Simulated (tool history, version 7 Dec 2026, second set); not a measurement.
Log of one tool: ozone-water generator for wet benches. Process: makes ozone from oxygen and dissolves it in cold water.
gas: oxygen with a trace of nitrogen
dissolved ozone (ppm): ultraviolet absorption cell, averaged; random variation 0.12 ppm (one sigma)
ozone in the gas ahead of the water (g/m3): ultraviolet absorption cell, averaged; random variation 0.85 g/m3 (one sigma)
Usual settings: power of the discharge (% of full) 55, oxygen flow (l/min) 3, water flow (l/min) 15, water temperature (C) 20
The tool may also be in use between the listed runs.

| run | day | power of the discharge (% of full) | oxygen flow (l/min) | water flow (l/min) | water temperature (C) | dissolved ozone (ppm) | ozone in the gas ahead of the water (g/m3) |
|---|---|---|---|---|---|---|---|
| 1 | 0 | 55 | 3 | 15 | 20 | 11.2 | 133.5 |
| 2 | 4.754 | 55 | 3 | 15 | 20 | 11.2 | 133.4 |
| 3 | 11.562 | 55 | 3 | 15 | 20 | 11.3 | 132.5 |
| 4 | 15.442 | 55 | 3 | 15 | 18 | 11.6 | 131.3 |
|  | 20.242 | water thermometer calibrated |
| 5 | 20.771 | 55 | 3 | 15 | 18 | 11.7 | 133 |
| 6 | 24.5 | 55 | 3 | 16 | 18 | 11 | 131.5 |
| 7 | 27.546 | 55 | 3 | 15 | 17 | 12 | 132.4 |
| 8 | 32.258 | 55 | 3 | 15 | 17 | 11.7 | 131.6 |
| 9 | 38.158 | 55 | 3 | 15 | 20 | 11.2 | 134.6 |
| 10 | 42.588 | 55 | 3 | 15 | 20 | 11.3 | 132.4 |
| 11 | 49.688 | 55 | 3 | 19 | 20 | 8.9 | 130.9 |
| 12 | 56.625 | 55 | 3 | 19 | 20 | 9.1 | 132.5 |
| 13 | 62.188 | 55 | 3 | 19 | 20 | 9.1 | 132.6 |
| 14 | 65.638 | 55 | 1.71 | 15 | 20 | 11.4 | 189.3 |
| 15 | 72.4 | 65 | 1.71 | 15 | 20 | 12.8 | 213.2 |
| 16 | 77.775 | 65 | 1.71 | 15 | 20 | 12.6 | 214.1 |
| 17 | 81.504 | 55 | 3 | 15 | 20 | 11.5 | 130.8 |
| 18 | 86.396 | 50 | 3.7 | 15 | 25 | 9.5 | 107 |

Run 19 comes next. What will it give?
| 19 | 93.396 | 50 | 2.78 | 15 | 25 | ? | ? |

dissolved ozone (ppm): 9.8
ozone in the gas ahead of the water (g/m3): 128.7
Without the tool's hidden state the same run would have given dissolved ozone (ppm) 10.3, ozone in the gas ahead of the water (g/m3) 133.1.
